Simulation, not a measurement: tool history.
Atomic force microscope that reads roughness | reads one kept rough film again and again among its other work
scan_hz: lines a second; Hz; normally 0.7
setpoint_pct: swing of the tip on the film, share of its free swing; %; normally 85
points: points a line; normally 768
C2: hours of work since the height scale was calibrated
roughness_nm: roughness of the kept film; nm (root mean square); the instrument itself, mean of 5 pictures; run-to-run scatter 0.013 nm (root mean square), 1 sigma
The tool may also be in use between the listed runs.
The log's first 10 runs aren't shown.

At hour 234.3: new tip fitted.
Run 11, hour 243.3: usual settings but setpoint_pct 72 %; pictures with this tip 21; C2 642. Result: roughness_nm 3.119 nm (root mean square).
Run 12, hour 266.5: usual settings but setpoint_pct 72 %; pictures with this tip 77; C2 659. Result: roughness_nm 2.998 nm (root mean square).
At hour 269.4: height scale calibrated on a step standard.
Run 13, hour 286.1: usual settings but points 740; pictures with this tip 121; C2 12. Result: roughness_nm 2.869 nm (root mean square).
At hour 299.7: new tip fitted.
Run 14, hour 314: usual settings but points 291; pictures with this tip 34; C2 33. Result: roughness_nm 2.989 nm (root mean square).
Run 15, hour 349.5: usual settings but points 934; pictures with this tip 119; C2 59. Result: roughness_nm 2.861 nm (root mean square).
At hour 363.5: new tip fitted.
Run 16, hour 372.5: usual settings but scan_hz 1.351 Hz, setpoint_pct 79 %, points 296; pictures with this tip 21; C2 76. Result: roughness_nm 2.981 nm (root mean square).
Run 17, hour 398.4: usual settings but scan_hz 1.093 Hz, setpoint_pct 81 %, points 590; pictures with this tip 83; C2 95. Result: roughness_nm 2.894 nm (root mean square).
At hour 410.6: height scale calibrated on a step standard, once more.
Run 18, hour 419: usual settings but scan_hz 1.093 Hz, setpoint_pct 81 %, points 590; pictures with this tip 130; C2 6. Result: roughness_nm 2.865 nm (root mean square).
At hour 431.1: new tip fitted.
Run 19, hour 436.8: usual settings but scan_hz 3.29 Hz, setpoint_pct 57 %; pictures with this tip 14; C2 19. Result: roughness_nm 3.069 nm (root mean square).
Run 20, hour 466.4: usual settings but scan_hz 0.866 Hz, setpoint_pct 64 %; pictures with this tip 85; C2 41. Result: roughness_nm 3.007 nm (root mean square).
At hour 494.7: new tip fitted.
Run 21, hour 501.3: usual settings but scan_hz 2.226 Hz, setpoint_pct 67 %, points 298; pictures with this tip 16; C2 67. Result: roughness_nm 2.998 nm (root mean square).
Run 22, hour 528.9: usual settings but scan_hz 2.226 Hz, setpoint_pct 67 %, points 298; pictures with this tip 83; C2 87. Result: roughness_nm 2.926 nm (root mean square).
Run 23, hour 548.3: usual settings but scan_hz 2.226 Hz, setpoint_pct 87 %, points 298; pictures with this tip 129; C2 102. Result: roughness_nm 2.6 nm (root mean square).
At hour 559.8: new tip fitted.
Run 24, hour 572.5: usual settings but scan_hz 2.226 Hz, setpoint_pct 87 %, points 298; pictures with this tip 30; C2 119. Result: roughness_nm 2.725 nm (root mean square).
Run 25, hour 601.5: usual settings but scan_hz 2.226 Hz, setpoint_pct 87 %, points 298; pictures with this tip 99; C2 141. Result: roughness_nm 2.614 nm (root mean square).
Run 26, hour 618.7: usual settings but scan_hz 3.599 Hz, setpoint_pct 74 %, points 298; pictures with this tip 141; C2 154. Result: roughness_nm 2.616 nm (root mean square).
At hour 624.3: new tip fitted.
Run 27, hour 655.1: usual settings but scan_hz 1.412 Hz, setpoint_pct 63 %, points 352; pictures with this tip 74; C2 180. Result: roughness_nm 2.982 nm (root mean square).
At hour 688: new tip fitted.
Run 28, hour 688.6: usual settings but scan_hz 0.927 Hz, setpoint_pct 63 %, points 722; pictures with this tip 1; C2 205. Result: roughness_nm 3.138 nm (root mean square).
Run 29, hour 707.1: usual settings but scan_hz 0.927 Hz, setpoint_pct 63 %, points 722; pictures with this tip 45; C2 218. Result: roughness_nm 3.105 nm (root mean square).
Run 30, hour 729.6: usual settings but scan_hz 1.039 Hz, points 663; pictures with this tip 99; C2 235. Result: roughness_nm 2.844 nm (root mean square).

Consider 3 possible next runs. They are alternatives, not a sequence: every one starts from the tool as it was left by run 30. What does each give?
At hour 753.4: new tip fitted.
Run A, hour 766.4: usual settings but setpoint_pct 82 %; pictures with this tip 31; C2 262. Result: roughness_nm ?.
At hour 753.4: new tip fitted.
Run B, hour 766.4: usual settings but scan_hz 1.34 Hz, points 663; pictures with this tip 31; C2 262. Result: roughness_nm ?.
At hour 753.4: new tip fitted.
Run C, hour 766.4: usual settings but scan_hz 0.804 Hz, setpoint_pct 88 %, points 278; pictures with this tip 31; C2 262. Result: roughness_nm ?.

run  roughness_nm
  A         3.035
  B         2.916
  C         2.948
The same runs, with their run-to-run variation unchanged, on a tool lacking any hidden condition would have given:
run  roughness_nm
  A         3.107
  B         2.985
  C         3.017
